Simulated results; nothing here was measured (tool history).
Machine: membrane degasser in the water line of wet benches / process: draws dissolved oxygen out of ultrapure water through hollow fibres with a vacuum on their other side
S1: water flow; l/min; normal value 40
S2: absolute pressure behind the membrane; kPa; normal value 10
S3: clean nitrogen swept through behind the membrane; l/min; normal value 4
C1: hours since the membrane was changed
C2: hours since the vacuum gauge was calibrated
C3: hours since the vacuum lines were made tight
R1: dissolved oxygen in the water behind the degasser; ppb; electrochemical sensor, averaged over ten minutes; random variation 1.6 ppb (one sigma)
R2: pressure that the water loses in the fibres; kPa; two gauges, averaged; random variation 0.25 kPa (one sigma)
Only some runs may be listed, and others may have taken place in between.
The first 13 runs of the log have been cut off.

Run 14, day 98.408: usual settings but S1 57 l/min; C1 4603; C2 4603; C3 505. Result: R1 243.3 ppb, R2 98.33 kPa.
Run 15, day 107.8: usual settings but S3 1.77 l/min; C1 4828; C2 4828; C3 730. Result: R1 338.5 ppb, R2 69.25 kPa.
Run 16, day 117.508: usual settings but S3 1.77 l/min; C1 5061; C2 5061; C3 963. Result: R1 342.4 ppb, R2 69.13 kPa.
Run 17, day 126.35: usual settings but S1 63 l/min, S2 7.9 kPa, S3 4.16 l/min; C1 5273; C2 5273; C3 1175. Result: R1 196.5 ppb, R2 109.53 kPa.
Run 18, day 132.367: usual settings but S1 45 l/min, S2 11 kPa, S3 2.33 l/min; C1 5418; C2 5418; C3 1320. Result: R1 346.1 ppb, R2 78.1 kPa.
Run 19, day 137.308: usual settings but S1 33 l/min, S2 10.8 kPa, S3 5.35 l/min; C1 5536; C2 5536; C3 1438. Result: R1 117.4 ppb, R2 58.21 kPa.
At day 138.1: vacuum gauge calibrated.
Run 20, day 143.95: usual settings but S1 33 l/min, S2 10.8 kPa, S3 5.35 l/min; C1 5695; C2 140; C3 1597. Result: R1 117.9 ppb, R2 57.43 kPa.
Run 21, day 155.108: usual settings but S1 46 l/min, S2 13.4 kPa, S3 5.35 l/min; C1 5963; C2 408; C3 1865. Result: R1 218.2 ppb, R2 80.43 kPa.
Run 22, day 162.346: usual settings but S2 23.9 kPa, S3 2.5 l/min; C1 6137; C2 582; C3 2039. Result: R1 718.9 ppb, R2 70.14 kPa.
Run 23, day 171.838: usual settings but S2 23.9 kPa, S3 2.5 l/min; C1 6364; C2 810; C3 2266. Result: R1 708.9 ppb, R2 70.89 kPa.
Run 24, day 179.054: usual settings but S1 31 l/min, S2 8.4 kPa, S3 3.86 l/min; C1 6538; C2 983; C3 2440. Result: R1 107.4 ppb, R2 54.42 kPa.
Run 25, day 185.129: usual settings but S1 31 l/min, S2 8.4 kPa, S3 3.86 l/min; C1 6683; C2 1129; C3 2585. Result: R1 107.8 ppb, R2 54.43 kPa.
Run 26, day 191.542: usual settings but S1 31 l/min, S2 8.4 kPa, S3 3.86 l/min; C1 6837; C2 1283; C3 2739. Result: R1 107.7 ppb, R2 54.42 kPa.
At day 193.65: vacuum gauge calibrated, once more.
Run 27, day 197.933: usual settings but S3 9.33 l/min; C1 6990; C2 103; C3 2892. Result: R1 75.4 ppb, R2 70.28 kPa.
Run 28, day 204.883: usual settings but S2 19.1 kPa, S3 9.33 l/min; C1 7157; C2 270; C3 3059. Result: R1 169.5 ppb, R2 70.79 kPa.
Run 29, day 211.162: usual settings but S2 19.1 kPa, S3 9.33 l/min; C1 7308; C2 420; C3 3210. Result: R1 167.7 ppb, R2 70.8 kPa.
Run 30, day 219.921: usual settings but S2 13.7 kPa, S3 4.24 l/min; C1 7518; C2 630; C3 3420. Result: R1 235.2 ppb, R2 71.03 kPa.
Run 31, day 228.454: usual settings but S2 13.7 kPa, S3 4.24 l/min; C1 7723; C2 835; C3 3625. Result: R1 234.4 ppb, R2 71.24 kPa.
Run 32, day 234.675: usual settings but S1 48 l/min, S2 8.1 kPa; C1 7872; C2 985; C3 3774. Result: R1 148.2 ppb, R2 85.66 kPa.

Alternative continuations, all from the tool just after run 32; predict every row:
Run A, day 242.879: usual settings but S1 25 l/min, S2 11.9 kPa, S3 7.54 l/min; C1 8069; C2 1181; C3 3971. Result: R1 ?, R2 ?.
Run B, day 242.879: usual settings but S1 32 l/min, S2 8.1 kPa; C1 8069; C2 1181; C3 3971. Result: R1 ?, R2 ?.
Run C, day 242.879: usual settings but S1 35 l/min, S2 11.1 kPa; C1 8069; C2 1181; C3 3971. Result: R1 ?, R2 ?.

run     R1     R2
  A   70.7  44.77
  B     96   57.1
  C  169.8  62.67
What these runs would have given with no unlogged condition in the tool:
run     R1     R2
  A   68.5  41.25
  B   92.2  52.62
  C  164.7  57.73
